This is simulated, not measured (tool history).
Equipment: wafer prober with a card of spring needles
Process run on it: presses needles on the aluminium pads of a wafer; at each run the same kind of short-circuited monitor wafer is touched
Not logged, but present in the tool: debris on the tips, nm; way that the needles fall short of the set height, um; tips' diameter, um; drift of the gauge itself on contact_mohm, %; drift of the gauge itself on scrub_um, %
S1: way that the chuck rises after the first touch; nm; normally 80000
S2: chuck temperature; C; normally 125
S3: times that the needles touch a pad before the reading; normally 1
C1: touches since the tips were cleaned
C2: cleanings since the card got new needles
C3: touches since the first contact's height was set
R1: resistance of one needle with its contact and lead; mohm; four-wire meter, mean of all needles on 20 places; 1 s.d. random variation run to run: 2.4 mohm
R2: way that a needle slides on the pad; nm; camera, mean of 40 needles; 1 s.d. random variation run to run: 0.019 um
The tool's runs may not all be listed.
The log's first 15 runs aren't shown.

At hour 1022.9: tips cleaned on abrasive film.
At hour 1062.2: tips cleaned on abrasive film.
Run 16, hour 1070.6: usual settings but S1 65000 nm, S2 77 C, S3 2; C1 2195; C2 56; C3 83186. Result: R1 268 mohm, R2 10130 nm.
At hour 1097.7: tips cleaned on abrasive film.
Run 17, hour 1118.9: usual settings but S1 65000 nm, S2 77 C, S3 2; C1 5512; C2 57; C3 95689. Result: R1 273 mohm, R2 10150 nm.
At hour 1132.7: tips cleaned on abrasive film.
At hour 1167.5: tips cleaned on abrasive film.
Run 18, hour 1190.1: usual settings but S1 90000 nm, S2 119 C, S3 2; C1 5869; C2 59; C3 114132. Result: R1 280 mohm, R2 14070 nm.
At hour 1201.1: tips cleaned on abrasive film.
Run 19, hour 1229.3: usual settings but S1 96000 nm, S3 2; C1 7320; C2 60; C3 124269. Result: R1 283 mohm, R2 15010 nm.
At hour 1237.4: tips cleaned on abrasive film.
At hour 1271.3: tips cleaned on abrasive film.
Run 20, hour 1301.4: usual settings but S2 32 C; C1 7821; C2 62; C3 142936. Result: R1 272 mohm, R2 12440 nm.
At hour 1305.4: tips cleaned on abrasive film.
At hour 1339.4: tips cleaned on abrasive film.
Run 21, hour 1345.2: usual settings but S2 32 C; C1 1509; C2 64; C3 154255. Result: R1 255 mohm, R2 12400 nm.
At hour 1372.6: tips cleaned on abrasive film.
At hour 1410.6: tips cleaned on abrasive film.
Run 22, hour 1422.3: usual settings but S1 65000 nm, S2 61 C; C1 3041; C2 66; C3 174214. Result: R1 272 mohm, R2 10010 nm.
At hour 1447: tips cleaned on abrasive film.
Run 23, hour 1478.3: usual settings but S1 65000 nm, S2 61 C, S3 3; C1 8131; C2 67; C3 188724. Result: R1 265 mohm, R2 9980 nm.
At hour 1483.5: tips cleaned on abrasive film.
At hour 1520: tips cleaned on abrasive film.
Run 24, hour 1523.9: usual settings but S1 91000 nm, S2 122 C, S3 2; C1 1023; C2 69; C3 200510. Result: R1 273 mohm, R2 14060 nm.
At hour 1554: tips cleaned on abrasive film.
At hour 1593.7: tips cleaned on abrasive film.
At hour 1601.7: height of the first contact set anew.
Run 25, hour 1603.9: usual settings but S1 93000 nm; C1 2563; C2 71; C3 566. Result: R1 283 mohm, R2 14660 nm.
At hour 1629.2: tips cleaned on abrasive film.
At hour 1666.5: tips cleaned on abrasive film.
Run 26, hour 1674.1: usual settings but S1 93000 nm; C1 1963; C2 73; C3 18728. Result: R1 278 mohm, R2 14650 nm.
At hour 1698.7: tips cleaned on abrasive film.
At hour 1731.7: tips cleaned on abrasive film.
Run 27, hour 1751.1: usual settings but S2 100 C; C1 5032; C2 75; C3 38673. Result: R1 286 mohm, R2 12580 nm.
At hour 1767.6: tips cleaned on abrasive film.
At hour 1800.4: tips cleaned on abrasive film.
Run 28, hour 1800.4: usual settings but S2 71 C; C1 0; C2 77; C3 51416. Result: R1 263 mohm, R2 12550 nm.
At hour 1839.7: tips cleaned on abrasive film.
Run 29, hour 1859.1: usual settings but S2 71 C, S3 2; C1 5051; C2 78; C3 66645. Result: R1 270 mohm, R2 12540 nm.
At hour 1872.8: tips cleaned on abrasive film.
At hour 1910.5: tips cleaned on abrasive film.
Run 30, hour 1933.3: usual settings but S1 67000 nm, S2 40 C, S3 3; C1 5917; C2 80; C3 85835. Result: R1 264 mohm, R2 10440 nm.

4 ways to go on from here, each from the tool as it stands after run 30. What would each give?
At hour 1947.9: tips cleaned on abrasive film.
Run A, hour 1973.1: usual settings but S1 67000 nm, S2 30 C, S3 3; C1 6529; C2 81; C3 96139. Result: R1 ?, R2 ?.
At hour 1947.9: tips cleaned on abrasive film.
Run B, hour 1973.1: usual settings but S1 74000 nm, S2 65 C, S3 3; C1 6529; C2 81; C3 96139. Result: R1 ?, R2 ?.
At hour 1947.9: tips cleaned on abrasive film.
Run C, hour 1973.1: usual settings but S1 67000 nm, S2 40 C, S3 3; C1 6529; C2 81; C3 96139. Result: R1 ?, R2 ?.
At hour 1947.9: tips cleaned on abrasive film.
Run D, hour 1973.1: usual settings but S1 62000 nm, S2 40 C, S3 3; C1 6529; C2 81; C3 96139. Result: R1 ?, R2 ?.

run   R1     R2
  A  256  10470
  B  268  11540
  C  258  10420
  D  262   9670
With no hidden state in the tool, these same runs would have given:
run   R1     R2
  A  245  10620
  B  259  11700
  C  247  10580
  D  251   9820

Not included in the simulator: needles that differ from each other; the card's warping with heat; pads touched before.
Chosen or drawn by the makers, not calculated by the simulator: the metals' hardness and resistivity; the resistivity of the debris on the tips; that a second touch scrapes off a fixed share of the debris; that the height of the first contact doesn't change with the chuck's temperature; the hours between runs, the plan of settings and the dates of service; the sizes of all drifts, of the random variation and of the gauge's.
